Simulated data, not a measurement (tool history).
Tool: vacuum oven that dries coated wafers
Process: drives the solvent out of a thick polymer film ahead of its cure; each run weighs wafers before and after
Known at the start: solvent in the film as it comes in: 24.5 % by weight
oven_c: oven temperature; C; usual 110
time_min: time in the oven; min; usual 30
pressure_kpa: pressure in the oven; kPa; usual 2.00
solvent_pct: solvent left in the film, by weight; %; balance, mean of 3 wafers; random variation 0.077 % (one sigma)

Run 1, day 0.000: usual settings. Result: solvent_pct 5.70 %.
Run 2, day 1.588: usual settings. Result: solvent_pct 5.83 %.
Run 3, day 3.392: usual settings but time_min 41 min. Result: solvent_pct 3.92 %.
Run 4, day 5.396: usual settings but pressure_kpa 7.21 kPa. Result: solvent_pct 8.56 %.
Run 5, day 8.250: usual settings but pressure_kpa 7.21 kPa. Result: solvent_pct 8.61 %.
Run 6, day 10.654: usual settings but pressure_kpa 7.21 kPa. Result: solvent_pct 8.56 %.
At day 11.921: oven's thermocouples calibrated.
Run 7, day 13.171: usual settings but pressure_kpa 7.21 kPa. Result: solvent_pct 8.65 %.
Run 8, day 15.708: usual settings but time_min 23 min. Result: solvent_pct 7.55 %.
Run 9, day 18.896: usual settings but time_min 32 min. Result: solvent_pct 5.35 %.
Run 10, day 21.779: usual settings but oven_c 115 C, time_min 22 min, pressure_kpa 2.48 kPa. Result: solvent_pct 5.74 %.
Run 11, day 23.583: usual settings but oven_c 95 C, time_min 39 min, pressure_kpa 1.00 kPa. Result: solvent_pct 10.88 %.
Run 12, day 25.408: usual settings but oven_c 95 C, time_min 38 min, pressure_kpa 1.00 kPa. Result: solvent_pct 11.19 %.
Run 13, day 27.092: usual settings but oven_c 103 C, time_min 21 min, pressure_kpa 2.59 kPa. Result: solvent_pct 11.79 %.
Run 14, day 30.121: usual settings but oven_c 103 C, time_min 21 min, pressure_kpa 2.59 kPa. Result: solvent_pct 11.82 %.
Run 15, day 31.879: usual settings but pressure_kpa 7.38 kPa. Result: solvent_pct 8.75 %.
Run 16, day 33.921: usual settings but oven_c 117 C, time_min 20 min, pressure_kpa 4.10 kPa. Result: solvent_pct 6.21 %.
Run 17, day 36.029: usual settings but oven_c 117 C, time_min 20 min, pressure_kpa 4.10 kPa. Result: solvent_pct 6.25 %.

Run 18 comes next. What will it give?
Run 18, day 37.679: usual settings but oven_c 117 C, time_min 20 min, pressure_kpa 4.10 kPa. Result: solvent_pct ?.

solvent_pct: 6.26 %
Without the tool's hidden state the same run would have given solvent_pct 6.25 %.
